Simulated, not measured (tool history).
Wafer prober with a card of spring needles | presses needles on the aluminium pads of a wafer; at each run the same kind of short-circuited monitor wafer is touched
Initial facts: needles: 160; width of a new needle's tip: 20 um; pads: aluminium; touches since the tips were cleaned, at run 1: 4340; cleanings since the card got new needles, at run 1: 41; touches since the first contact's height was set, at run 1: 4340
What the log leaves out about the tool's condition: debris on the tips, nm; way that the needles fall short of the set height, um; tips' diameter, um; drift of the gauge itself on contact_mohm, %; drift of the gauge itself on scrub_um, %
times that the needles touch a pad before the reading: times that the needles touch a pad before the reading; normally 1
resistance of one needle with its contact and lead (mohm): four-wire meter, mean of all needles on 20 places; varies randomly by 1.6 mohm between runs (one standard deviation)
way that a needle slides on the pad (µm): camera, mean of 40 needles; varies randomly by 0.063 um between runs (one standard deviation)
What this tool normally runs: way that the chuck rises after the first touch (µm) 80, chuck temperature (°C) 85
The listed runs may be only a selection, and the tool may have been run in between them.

run,hour,way that the chuck rises after the first touch (µm),chuck temperature (°C),times that the needles touch a pad before the reading,touches since the tips were cleaned,cleanings since the card got new needles,touches since the first contact's height was set,resistance of one needle with its contact and lead (mohm),way that a needle slides on the pad (µm)
1,0,80,85,1,4340,41,4340,265,20.81
# hour 21.9: tips cleaned on abrasive film
# hour 56.8: tips cleaned on abrasive film
2,81.6,80,85,1,6688,43,26285,264,20.6
# hour 93.3: tips cleaned on abrasive film
# hour 130.8: tips cleaned on abrasive film
3,140.8,80,65,1,2681,45,42195,246,20.59
# hour 166.9: tips cleaned on abrasive film
# hour 201.2: tips cleaned on abrasive film
4,208.8,80,65,1,2047,47,60474,236,20.58
# hour 234.6: tips cleaned on abrasive film
# hour 272.8: tips cleaned on abrasive film
5,273.2,80,85,1,104,49,77809,167,20.44
# hour 307.8: tips cleaned on abrasive film
6,310.4,80,85,1,693,50,87794,202,20.38
# hour 341.1: tips cleaned on abrasive film
7,361.6,80,85,1,5522,51,101583,271,20.39
# hour 378.2: tips cleaned on abrasive film
# hour 411.3: tips cleaned on abrasive film
8,432.1,80,85,1,5628,53,120553,275,20.21
# hour 447.7: tips cleaned on abrasive film
# hour 481.2: tips cleaned on abrasive film
9,495.1,80,85,1,3754,55,137481,258,20.2
# hour 516.8: tips cleaned on abrasive film
10,537.2,80,85,1,5500,56,148805,276,20.16
# hour 554.5: tips cleaned on abrasive film
# hour 587.9: tips cleaned on abrasive film
11,603.7,80,85,1,4266,58,166695,271,20.11
# hour 625.2: tips cleaned on abrasive film
12,647.6,80,85,1,6042,59,178485,277,20.1
# hour 659: tips cleaned on abrasive film
# hour 692: tips cleaned on abrasive film
# hour 698.5: height of the first contact set anew
13,719.9,80,85,1,7440,61,5791,269,20.64
# hour 726.6: tips cleaned on abrasive film
# hour 763.6: tips cleaned on abrasive film
14,764.5,80,85,1,224,63,17747,182,20.69
# hour 801.7: tips cleaned on abrasive film
15,832.6,80,85,1,8345,64,36099,276,20.7
# hour 836.3: tips cleaned on abrasive film
# hour 871.9: tips cleaned on abrasive film
16,871.9,80,85,1,0,66,46647,168,20.5
# hour 906.4: tips cleaned on abrasive film
# hour 942.7: tips cleaned on abrasive film
17,949.4,71,85,1,1809,68,67483,260,18.17
# hour 980.3: tips cleaned on abrasive film
18,999.7,99,32,3,5230,69,81015,176,25.4
# hour 1017.2: tips cleaned on abrasive film
19,1049.6,99,32,3,8731,70,94454,180,25.4
# hour 1056.4: tips cleaned on abrasive film
# hour 1092.2: tips cleaned on abrasive film
20,1113.7,82,47,1,5785,72,111674,274,20.93
# hour 1132.5: tips cleaned on abrasive film
# hour 1166.6: tips cleaned on abrasive film
21,1184,80,85,2,4682,74,130588,230,20.25
# hour 1205.1: tips cleaned on abrasive film
# hour 1240.8: tips cleaned on abrasive film
22,1261.6,62,53,2,5613,76,151475,283,15.58
# hour 1274.8: tips cleaned on abrasive film
23,1295.7,85,85,1,5634,77,160640,268,21.37
# hour 1308.5: tips cleaned on abrasive film
# hour 1347.3: tips cleaned on abrasive film
24,1373.2,83,62,1,6987,79,181474,282,20.79
# hour 1384.9: tips cleaned on abrasive film
# hour 1413.2: height of the first contact set anew
# hour 1419.7: tips cleaned on abrasive film
25,1444.7,73,85,1,6753,81,8476,307,18.99
# hour 1458.8: tips cleaned on abrasive film
# hour 1493.4: tips cleaned on abrasive film
26,1518.2,73,85,1,6693,83,28233,311,18.75
# hour 1532.8: tips cleaned on abrasive film
# hour 1569.2: tips cleaned on abrasive film
27,1569.2,73,85,2,0,85,41934,163,18.71
# hour 1603.2: tips cleaned on abrasive film
28,1603.2,78,33,3,0,86,51080,148,19.93
# hour 1642.4: tips cleaned on abrasive film
29,1665.5,64,85,2,6226,87,67849,274,16.34
# hour 1677.1: tips cleaned on abrasive film
30,1703.1,80,103,1,7021,88,77966,290,20.52
# hour 1711.8: tips cleaned on abrasive film
# hour 1745.7: tips cleaned on abrasive film
31,1777.9,72,109,3,8690,90,98078,215,18.36
# hour 1781.7: tips cleaned on abrasive film
# hour 1815.8: tips cleaned on abrasive film
32,1845.7,99,61,2,8074,92,116309,205,25.25

What if the next run were any one of these 3? Each begins from the tool's condition after run 32:
# hour 1850.5: tips cleaned on abrasive film
A,1880.5,99,61,1,8094,93,125673,?,?
# hour 1850.5: tips cleaned on abrasive film
B,1880.5,99,61,2,8094,93,125673,?,?
# hour 1850.5: tips cleaned on abrasive film
C,1880.5,68,30,1,8094,93,125673,?,?

run,resistance of one needle with its contact and lead (mohm),way that a needle slides on the pad (µm)
A,242,25.1
B,205,25.12
C,354,17.12
What these runs would have given with no unlogged condition in the tool:
run,resistance of one needle with its contact and lead (mohm),way that a needle slides on the pad (µm)
A,144,25.53
B,145,25.56
C,145,17.56

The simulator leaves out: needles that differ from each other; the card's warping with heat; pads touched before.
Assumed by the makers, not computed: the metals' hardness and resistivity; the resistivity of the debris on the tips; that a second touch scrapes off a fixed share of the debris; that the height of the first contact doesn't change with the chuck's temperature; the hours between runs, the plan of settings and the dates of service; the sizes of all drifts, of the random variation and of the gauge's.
